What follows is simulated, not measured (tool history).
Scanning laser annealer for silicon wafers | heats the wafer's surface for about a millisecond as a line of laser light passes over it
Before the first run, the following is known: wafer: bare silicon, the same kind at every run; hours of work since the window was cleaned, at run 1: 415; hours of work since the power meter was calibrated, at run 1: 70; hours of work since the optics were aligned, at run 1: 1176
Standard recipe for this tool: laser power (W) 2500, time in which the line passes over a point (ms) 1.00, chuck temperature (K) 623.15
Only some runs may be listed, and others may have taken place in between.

run     day  laser power (W)  time in which the line passes over a point (ms)  chuck temperature (K)  hours of work since the window was cleaned  hours of work since the power meter was calibrated  hours of work since the optics were aligned  highest temperature of the surface (K)
  1   0.000             2500                                             1.00                 623.15                                         415                                                  70                                         1176                                 1361.15
  2   0.762             2500                                             1.00                 623.15                                         422                                                  77                                         1183                                 1363.15
  3   1.092             2500                                             1.17                 623.15                                         425                                                  80                                         1186                                 1419.15
  4   1.683             2733                                             1.00                 623.15                                         431                                                  86                                         1192                                 1454.15
  5   2.471             2733                                             1.00                 623.15                                         439                                                  94                                         1200                                 1455.15
  6   3.200             2500                                             0.89                 623.15                                         446                                                 101                                         1207                                 1318.15
  7   3.700             2500                                             1.00                 623.15                                         451                                                 105                                         1212                                 1358.15
  8   4.371             2500                                             1.00                 623.15                                         457                                                 112                                         1218                                 1356.15
  9   4.704             2500                                             1.00                 623.15                                         460                                                 115                                         1221                                 1360.15
 10   5.242             2500                                             1.06                 623.15                                         466                                                 120                                         1227                                 1381.15
 11   5.804             2500                                             1.06                 623.15                                         471                                                 126                                         1232                                 1383.15
 12   6.142             2500                                             1.12                 629.15                                         474                                                 129                                         1235                                 1411.15
 13   6.475             2509                                             1.12                 606.15                                         478                                                 132                                         1239                                 1391.15
 14   6.921             2601                                             0.80                 606.15                                         482                                                 137                                         1243                                 1297.15
 15   7.533             2601                                             0.80                 606.15                                         488                                                 143                                         1249                                 1299.15
 16   8.188             2500                                             1.00                 642.15                                         494                                                 149                                         1255                                 1373.15
 17   8.983             2493                                             0.72                 653.15                                         502                                                 157                                         1263                                 1270.15
 18   9.746             2134                                             1.16                 644.15                                         509                                                 164                                         1270                                 1286.15
 19  10.425             2581                                             0.79                 593.15                                         516                                                 171                                         1277                                 1268.15
 20  10.846             2581                                             0.76                 621.15                                         520                                                 175                                         1281                                 1287.15
 21  11.592             2581                                             0.76                 621.15                                         527                                                 182                                         1288                                 1287.15
 22  11.929             2489                                             1.00                 631.15                                         530                                                 185                                         1291                                 1360.15

Predict each of these 5 candidate next runs independently; none follows another, all start after run 22:
  A  12.625             2489                                             1.00                 592.15                                         537                                                 192                                         1298                                       ?
  B  12.625             2661                                             0.86                 601.15                                         537                                                 192                                         1298                                       ?
  C  12.625             2345                                             0.77                 643.15                                         537                                                 192                                         1298                                       ?
  D  12.625             2609                                             1.00                 615.15                                         537                                                 192                                         1298                                       ?
  E  12.625             2617                                             1.00                 631.15                                         537                                                 192                                         1298                                       ?

run  highest temperature of the surface (K)
  A                                 1318.15
  B                                 1339.15
  C                                 1232.15
  D                                 1394.15
  E                                 1411.15
Had the tool no hidden state, the same runs would have come out as:
run  highest temperature of the surface (K)
  A                                 1356.15
  B                                 1378.15
  C                                 1263.15
  D                                 1435.15
  E                                 1452.15
